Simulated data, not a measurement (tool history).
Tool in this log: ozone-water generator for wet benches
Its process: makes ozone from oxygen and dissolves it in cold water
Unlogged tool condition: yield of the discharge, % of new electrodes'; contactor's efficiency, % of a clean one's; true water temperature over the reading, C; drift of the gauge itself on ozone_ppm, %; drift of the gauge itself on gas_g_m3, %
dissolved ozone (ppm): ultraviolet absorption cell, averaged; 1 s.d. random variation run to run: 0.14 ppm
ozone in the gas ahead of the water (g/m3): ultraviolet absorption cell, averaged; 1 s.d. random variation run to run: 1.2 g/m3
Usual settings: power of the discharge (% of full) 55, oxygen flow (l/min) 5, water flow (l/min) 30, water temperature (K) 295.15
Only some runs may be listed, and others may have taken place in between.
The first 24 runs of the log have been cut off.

run	hour	power of the discharge (% of full)	oxygen flow (l/min)	water flow (l/min)	water temperature (K)	hours of work since the electrodes were changed	hours of work since the contactor was cleaned	hours of work since the thermometer was calibrated	dissolved ozone (ppm)	ozone in the gas ahead of the water (g/m3)
25	1600.2	45	4.53	38	291.15	1902	735	129	11.3	203.5
26	1644.5	92	2.68	22	291.15	1932	765	159	30.3	466.8
27	1717.8	59	3.81	42	300.15	1981	815	208	11.4	274.8
28	1796.9	59	3.81	42	303.15	2035	869	262	10.9	272.6
29	1856.7	74	5	30	295.15	2076	909	303	19.5	271.8
30	1954.8	55	3.51	22	289.15	2142	976	369	22	277.9
31	2001.7	55	4.64	30	295.15	2174	1008	401	15.9	229.3
32	2063	55	4.64	31	290.15	2216	1049	443	16.1	230.7

Consider 3 possible next runs. They are alternatives, not a sequence: every one starts from the tool as it was left by run 32. What does each give?
A	2145.2	55	4.64	31	290.15	2271	1105	498	?	?
B	2145.2	48	5	38	295.15	2271	1105	498	?	?
C	2145.2	55	3.3	24	293.15	2271	1105	498	?	?

run	dissolved ozone (ppm)	ozone in the gas ahead of the water (g/m3)
A	16.2	230.1
B	11.8	198.6
C	19.5	286
Had the tool no hidden state, the same runs would have come out as:
run	dissolved ozone (ppm)	ozone in the gas ahead of the water (g/m3)
A	16.2	230.2
B	11.8	198.7
C	19.5	286.1
